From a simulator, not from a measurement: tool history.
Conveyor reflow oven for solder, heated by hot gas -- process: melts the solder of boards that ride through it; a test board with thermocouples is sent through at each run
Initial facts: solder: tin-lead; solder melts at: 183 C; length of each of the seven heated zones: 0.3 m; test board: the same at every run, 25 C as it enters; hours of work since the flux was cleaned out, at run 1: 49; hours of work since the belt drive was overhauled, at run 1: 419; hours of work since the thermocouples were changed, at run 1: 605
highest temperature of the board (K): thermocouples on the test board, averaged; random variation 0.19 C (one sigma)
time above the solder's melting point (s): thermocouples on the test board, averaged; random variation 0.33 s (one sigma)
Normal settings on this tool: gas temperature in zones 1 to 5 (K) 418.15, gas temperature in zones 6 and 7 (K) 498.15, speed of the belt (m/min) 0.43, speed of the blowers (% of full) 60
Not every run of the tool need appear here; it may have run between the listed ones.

| run | hour | gas temperature in zones 1 to 5 (K) | gas temperature in zones 6 and 7 (K) | speed of the belt (m/min) | speed of the blowers (% of full) | hours of work since the flux was cleaned out | hours of work since the belt drive was overhauled | hours of work since the thermocouples were changed | highest temperature of the board (K) | time above the solder's melting point (s) |
|---|---|---|---|---|---|---|---|---|---|---|
| 1 | 0 | 418.15 | 498.15 | 0.43 | 60 | 49 | 419 | 605 | 476.85 | 48.4 |
| 2 | 27.6 | 418.15 | 498.15 | 0.43 | 60 | 60 | 431 | 616 | 476.85 | 49.2 |
| 3 | 43.3 | 418.15 | 498.15 | 0.43 | 60 | 67 | 437 | 623 | 476.85 | 48.3 |
| 4 | 58.1 | 422.15 | 498.15 | 0.43 | 60 | 73 | 444 | 629 | 477.75 | 51.2 |
| 5 | 93.1 | 422.15 | 498.15 | 0.43 | 60 | 88 | 458 | 644 | 477.85 | 51.4 |
| 6 | 127.5 | 422.15 | 498.15 | 0.43 | 60 | 103 | 473 | 659 | 477.85 | 52 |
|  | 135 | thermocouples of zones 6 and 7 changed |
| 7 | 144.2 | 418.15 | 498.15 | 0.43 | 60 | 109 | 479 | 4 | 475.45 | 47.1 |
| 8 | 163.6 | 418.15 | 498.15 | 0.43 | 60 | 117 | 488 | 12 | 475.25 | 46.6 |
| 9 | 198.3 | 422.15 | 498.15 | 0.43 | 60 | 132 | 503 | 27 | 476.45 | 50.1 |
| 10 | 214.4 | 422.15 | 498.15 | 0.43 | 60 | 139 | 509 | 34 | 476.35 | 49.2 |
| 11 | 244.7 | 422.15 | 498.15 | 0.43 | 60 | 152 | 522 | 47 | 476.15 | 49.1 |
| 12 | 260 | 422.15 | 498.15 | 0.43 | 60 | 159 | 529 | 53 | 476.15 | 49.7 |
| 13 | 287.7 | 419.15 | 498.15 | 0.43 | 60 | 170 | 541 | 65 | 474.95 | 46.8 |
|  | 300.1 | flux residue cleaned out of gas plates and filters |
| 14 | 322.3 | 419.15 | 498.15 | 0.43 | 60 | 9 | 553 | 78 | 477.15 | 49.8 |
| 15 | 343.8 | 422.15 | 507.15 | 0.393 | 60 | 19 | 562 | 87 | 487.65 | 69.8 |
| 16 | 369 | 422.15 | 507.15 | 0.393 | 60 | 29 | 573 | 98 | 487.95 | 70.7 |
| 17 | 384.9 | 418.15 | 489.15 | 0.493 | 65 | 36 | 580 | 105 | 466.45 | 26.4 |
| 18 | 406.6 | 423.15 | 498.15 | 0.356 | 60 | 45 | 589 | 114 | 483.75 | 74.2 |
| 19 | 438.9 | 423.15 | 498.15 | 0.356 | 60 | 59 | 603 | 128 | 483.25 | 73.6 |
| 20 | 474.7 | 418.15 | 498.15 | 0.359 | 90 | 75 | 618 | 143 | 486.85 | 76.6 |
| 21 | 505.8 | 408.15 | 488.15 | 0.474 | 90 | 88 | 632 | 156 | 469.35 | 30.3 |
| 22 | 524.6 | 408.15 | 488.15 | 0.474 | 90 | 96 | 640 | 164 | 468.95 | 30.6 |
| 23 | 555.2 | 418.15 | 500.15 | 0.372 | 90 | 109 | 653 | 177 | 487.85 | 74.9 |
| 24 | 570.6 | 418.15 | 500.15 | 0.372 | 90 | 115 | 659 | 184 | 487.75 | 74 |
| 25 | 605.2 | 418.15 | 500.15 | 0.372 | 70 | 130 | 674 | 199 | 484.55 | 69.8 |
| 26 | 625.6 | 417.15 | 498.15 | 0.372 | 85 | 139 | 683 | 207 | 485.15 | 70.8 |
| 27 | 660.3 | 417.15 | 498.15 | 0.372 | 85 | 154 | 698 | 222 | 484.85 | 70.5 |

Forecast each of these 5 alternatives for the next run:
| A | 675.2 | 404.15 | 491.15 | 0.43 | 60 | 160 | 704 | 228 | ? | ? |
| B | 675.2 | 416.15 | 500.15 | 0.43 | 60 | 160 | 704 | 228 | ? | ? |
| C | 675.2 | 418.15 | 491.15 | 0.499 | 59 | 160 | 704 | 228 | ? | ? |
| D | 675.2 | 412.15 | 498.15 | 0.368 | 52 | 160 | 704 | 228 | ? | ? |
| E | 675.2 | 418.15 | 499.15 | 0.43 | 67 | 160 | 704 | 228 | ? | ? |

| run | highest temperature of the board (K) | time above the solder's melting point (s) |
|---|---|---|
| A | 466.55 | 26.1 |
| B | 476.75 | 46.9 |
| C | 464.95 | 21.2 |
| D | 477.15 | 55.4 |
| E | 477.95 | 50.7 |
Stripped of hidden state, with their random variation kept, the same runs would have yielded:
| run | highest temperature of the board (K) | time above the solder's melting point (s) |
|---|---|---|
| A | 467.35 | 28 |
| B | 477.55 | 48.1 |
| C | 465.95 | 23.2 |
| D | 477.75 | 56.3 |
| E | 478.85 | 51.8 |

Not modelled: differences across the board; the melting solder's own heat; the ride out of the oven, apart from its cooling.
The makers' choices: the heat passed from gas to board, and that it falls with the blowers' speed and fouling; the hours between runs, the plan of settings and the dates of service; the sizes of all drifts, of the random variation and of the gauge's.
